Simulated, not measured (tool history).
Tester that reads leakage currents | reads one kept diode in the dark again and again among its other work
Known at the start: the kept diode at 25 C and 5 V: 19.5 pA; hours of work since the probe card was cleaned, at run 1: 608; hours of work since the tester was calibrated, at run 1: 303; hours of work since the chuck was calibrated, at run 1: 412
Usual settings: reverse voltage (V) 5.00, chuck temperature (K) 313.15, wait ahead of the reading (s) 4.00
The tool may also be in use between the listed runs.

run,hour,reverse voltage (V),chuck temperature (K),wait ahead of the reading (s),hours of work since the probe card was cleaned,hours of work since the tester was calibrated,hours of work since the chuck was calibrated,current that the tester gives (pA)
1,0.0,5.00,313.15,4.00,608,303,412,71.14
2,16.9,5.00,313.15,4.00,618,313,421,71.25
3,34.6,5.00,313.15,4.00,627,323,431,71.69
4,64.6,5.00,313.15,4.00,644,339,448,71.60
# hour 69.4: tester calibrated
5,99.8,5.00,313.15,4.00,663,17,467,71.83
6,132.0,5.00,313.15,4.00,681,35,485,71.85
# hour 137.0: tester calibrated, once more
7,170.0,19.78,305.15,4.00,701,19,505,75.45

Forecast run 8:
8,186.4,3.09,299.15,0.46,710,28,514,?

{"run 8": {"current that the tester gives (pA)": 19.84}}
Without the tool's hidden state the same run would have given current that the tester gives (pA) 17.83.
